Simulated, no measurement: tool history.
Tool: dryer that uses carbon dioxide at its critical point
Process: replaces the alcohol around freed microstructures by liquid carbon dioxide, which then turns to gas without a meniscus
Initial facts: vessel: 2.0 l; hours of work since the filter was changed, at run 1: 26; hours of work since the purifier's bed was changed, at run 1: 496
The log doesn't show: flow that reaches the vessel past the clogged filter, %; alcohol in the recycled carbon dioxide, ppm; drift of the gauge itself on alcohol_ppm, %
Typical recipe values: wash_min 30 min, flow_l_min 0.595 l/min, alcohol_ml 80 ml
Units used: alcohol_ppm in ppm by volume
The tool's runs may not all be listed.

| run | hour | wash_min | flow_l_min | alcohol_ml | hours of work since the filter was changed | hours of work since the purifier's bed was changed | alcohol_ppm |
|---|---|---|---|---|---|---|---|
| 1 | 0 | 30 | 0.595 | 80 | 26 | 496 | 101 |
| 2 | 13.2 | 30 | 0.595 | 80 | 36 | 507 | 109 |
| 3 | 29.5 | 30 | 0.969 | 80 | 48 | 519 | 104 |
| 4 | 39.7 | 30 | 0.969 | 80 | 56 | 527 | 97 |
| 5 | 49.9 | 30 | 0.969 | 80 | 64 | 535 | 108 |
| 6 | 64 | 30 | 0.969 | 80 | 75 | 546 | 99 |
| 7 | 74 | 30 | 0.969 | 80 | 83 | 554 | 112 |
| 8 | 86.9 | 30 | 0.595 | 80 | 93 | 564 | 115 |
| 9 | 98.3 | 30 | 0.595 | 80 | 102 | 573 | 131 |
| 10 | 116.1 | 30 | 0.595 | 80 | 116 | 587 | 136 |
| 11 | 128.4 | 30 | 0.595 | 43 | 125 | 596 | 122 |
| 12 | 146.3 | 30 | 0.595 | 43 | 139 | 610 | 125 |
| 13 | 155.3 | 30 | 0.595 | 80 | 146 | 617 | 140 |
| 14 | 172.6 | 30 | 0.595 | 80 | 160 | 630 | 142 |
| 15 | 186.2 | 30 | 0.595 | 80 | 170 | 641 | 142 |
| 16 | 203.5 | 30 | 0.595 | 109 | 184 | 655 | 152 |
|  | 213.6 | inlet filter changed |
| 17 | 213.6 | 30 | 0.595 | 109 | 0 | 662 | 140 |
| 18 | 231.3 | 30 | 0.74 | 80 | 14 | 675 | 129 |
| 19 | 240.7 | 30 | 0.595 | 80 | 21 | 683 | 136 |
| 20 | 248.7 | 30 | 0.595 | 80 | 27 | 689 | 146 |
| 21 | 264.9 | 30 | 0.926 | 80 | 40 | 701 | 143 |
| 22 | 273.4 | 30 | 0.926 | 80 | 46 | 708 | 139 |
| 23 | 283.5 | 42 | 0.595 | 80 | 54 | 716 | 149 |
| 24 | 291.1 | 44 | 0.85 | 80 | 60 | 722 | 142 |
| 25 | 307.7 | 30 | 0.717 | 40 | 73 | 735 | 145 |

The next listed run, before its measurement:
| 26 | 320 | 30 | 0.717 | 40 | 83 | 744 | ? |

Run 26 produced alcohol_ppm 151 ppm by volume.
With the hidden condition absent and the run-to-run variation left alone, this run would have shown alcohol_ppm 10 ppm by volume.
